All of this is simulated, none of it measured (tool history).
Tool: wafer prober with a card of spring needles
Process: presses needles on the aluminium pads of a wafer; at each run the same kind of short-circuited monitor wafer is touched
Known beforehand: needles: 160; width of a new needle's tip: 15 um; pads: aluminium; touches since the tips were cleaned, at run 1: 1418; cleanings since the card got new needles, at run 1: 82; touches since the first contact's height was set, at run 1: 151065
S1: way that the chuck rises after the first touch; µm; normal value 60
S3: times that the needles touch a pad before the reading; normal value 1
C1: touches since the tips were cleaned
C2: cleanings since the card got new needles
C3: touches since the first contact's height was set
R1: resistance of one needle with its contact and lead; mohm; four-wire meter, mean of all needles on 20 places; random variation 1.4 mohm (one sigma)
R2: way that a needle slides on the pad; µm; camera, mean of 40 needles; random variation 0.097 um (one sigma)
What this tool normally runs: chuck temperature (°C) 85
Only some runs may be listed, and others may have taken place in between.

Run 1, day 0.000: usual settings; C1 1418; C2 82; C3 151065. Result: R1 161 mohm, R2 12.64 µm.
At day 0.050: tips cleaned on abrasive film.
At day 0.296: tips cleaned on abrasive film.
Run 2, day 0.396: usual settings; C1 829; C2 84; C3 154209. Result: R1 147 mohm, R2 12.63 µm.
At day 0.504: tips cleaned on abrasive film.
Run 3, day 0.621: usual settings; C1 973; C2 85; C3 156009. Result: R1 149 mohm, R2 12.60 µm.
At day 0.738: tips cleaned on abrasive film.
At day 0.950: tips cleaned on abrasive film.
Run 4, day 1.092: usual settings; C1 1131; C2 87; C3 159745. Result: R1 159 mohm, R2 12.53 µm.
At day 1.183: tips cleaned on abrasive film.
At day 1.400: tips cleaned on abrasive film.
Run 5, day 1.438: usual settings; C1 310; C2 89; C3 162482. Result: R1 132 mohm, R2 12.60 µm.
At day 1.588: height of the first contact set anew.
At day 1.650: tips cleaned on abrasive film.
Run 6, day 1.808: usual settings; C1 1315; C2 90; C3 1779. Result: R1 150 mohm, R2 14.32 µm.
At day 1.862: tips cleaned on abrasive film.
At day 2.067: tips cleaned on abrasive film.
Run 7, day 2.075: usual settings but S1 46 µm; C1 50; C2 92; C3 3850. Result: R1 129 mohm, R2 11.03 µm.
At day 2.292: tips cleaned on abrasive film.
At day 2.504: tips cleaned on abrasive film.
Run 8, day 2.533: usual settings but S1 46 µm; C1 242; C2 94; C3 7520. Result: R1 137 mohm, R2 10.85 µm.
At day 2.717: tips cleaned on abrasive film.
Run 9, day 2.796: usual settings but S1 46 µm; C1 631; C2 95; C3 9588. Result: R1 159 mohm, R2 11.04 µm.
At day 2.921: tips cleaned on abrasive film.
Run 10, day 3.083: usual settings but S1 56 µm, chuck temperature (°C) 53; C1 1308; C2 96; C3 11901. Result: R1 154 mohm, R2 13.27 µm.
At day 3.129: tips cleaned on abrasive film.
At day 3.367: tips cleaned on abrasive film.
Run 11, day 3.538: usual settings but S1 46 µm, chuck temperature (°C) 78; C1 1396; C2 98; C3 15524. Result: R1 178 mohm, R2 10.81 µm.

Across each entry between runs, compare the hidden state at the last listed run before it with the hidden state at the first listed run after it:
From run 1 to run 2: tips cleaned on abrasive film (day 0.050); tips cleaned on abrasive film (day 0.296)
  debris on the tips, nm: 25.2 -> 16.6; way that the needles fall short of the set height, um: 7.42 -> 7.59; tips' diameter, um: 17.6 -> 17.66
  the result without the hidden state subtracted from the measured one, R1: +45 -> +31 mohm; R2: -1.78 -> -1.83 µm
From run 2 to run 3: tips cleaned on abrasive film (day 0.504)
  debris on the tips, nm: 16.6 -> 19.1; way that the needles fall short of the set height, um: 7.59 -> 7.69; tips' diameter, um: 17.66 -> 17.69
  the result without the hidden state subtracted from the measured one, R1: +31 -> +35 mohm; R2: -1.83 -> -1.86 µm
From run 3 to run 4: tips cleaned on abrasive film (day 0.738); tips cleaned on abrasive film (day 0.950)
  debris on the tips, nm: 19.1 -> 22.4; way that the needles fall short of the set height, um: 7.69 -> 7.89; tips' diameter, um: 17.69 -> 17.76
  the result without the hidden state subtracted from the measured one, R1: +35 -> +42 mohm; R2: -1.86 -> -1.88 µm
From run 4 to run 5: tips cleaned on abrasive film (day 1.183); tips cleaned on abrasive film (day 1.400)
  debris on the tips, nm: 22.4 -> 9.6; way that the needles fall short of the set height, um: 7.89 -> 8.07; tips' diameter, um: 17.76 -> 17.82
  the result without the hidden state subtracted from the measured one, R1: +42 -> +20 mohm; R2: -1.88 -> -1.95 µm
From run 5 to run 6: height of the first contact set anew (day 1.588); tips cleaned on abrasive film (day 1.650)
  debris on the tips, nm: 9.6 -> 24.8; way that the needles fall short of the set height, um: 8.07 -> 0.09; tips' diameter, um: 17.82 -> 17.85
  the result without the hidden state subtracted from the measured one, R1: +20 -> +34 mohm; R2: -1.95 -> -0.02 µm
From run 6 to run 7: tips cleaned on abrasive film (day 1.862); tips cleaned on abrasive film (day 2.067)
  debris on the tips, nm: 24.8 -> 2.4; way that the needles fall short of the set height, um: 0.09 -> 0.29; tips' diameter, um: 17.85 -> 17.93
  the result without the hidden state subtracted from the measured one, R1: +34 -> +8 mohm; R2: -0.02 -> -0.07 µm
From run 7 to run 8: tips cleaned on abrasive film (day 2.292); tips cleaned on abrasive film (day 2.504)
  debris on the tips, nm: 2.4 -> 8.3; way that the needles fall short of the set height, um: 0.29 -> 0.48; tips' diameter, um: 17.93 -> 17.99
  the result without the hidden state subtracted from the measured one, R1: +8 -> +21 mohm; R2: -0.07 -> -0.12 µm
From run 8 to run 9: tips cleaned on abrasive film (day 2.717)
  debris on the tips, nm: 8.3 -> 15; way that the needles fall short of the set height, um: 0.48 -> 0.6; tips' diameter, um: 17.99 -> 18.03
  the result without the hidden state subtracted from the measured one, R1: +21 -> +37 mohm; R2: -0.12 -> -0.15 µm
From run 9 to run 10: tips cleaned on abrasive film (day 2.921)
  debris on the tips, nm: 15 -> 25.1; way that the needles fall short of the set height, um: 0.6 -> 0.69; tips' diameter, um: 18.03 -> 18.07
  the result without the hidden state subtracted from the measured one, R1: +37 -> +43 mohm; R2: -0.15 -> -0.16 µm
From run 10 to run 11: tips cleaned on abrasive film (day 3.129); tips cleaned on abrasive film (day 3.367)
  debris on the tips, nm: 25.1 -> 25.9; way that the needles fall short of the set height, um: 0.69 -> 0.86; tips' diameter, um: 18.07 -> 18.13
  the result without the hidden state subtracted from the measured one, R1: +43 -> +62 mohm; R2: -0.16 -> -0.21 µm
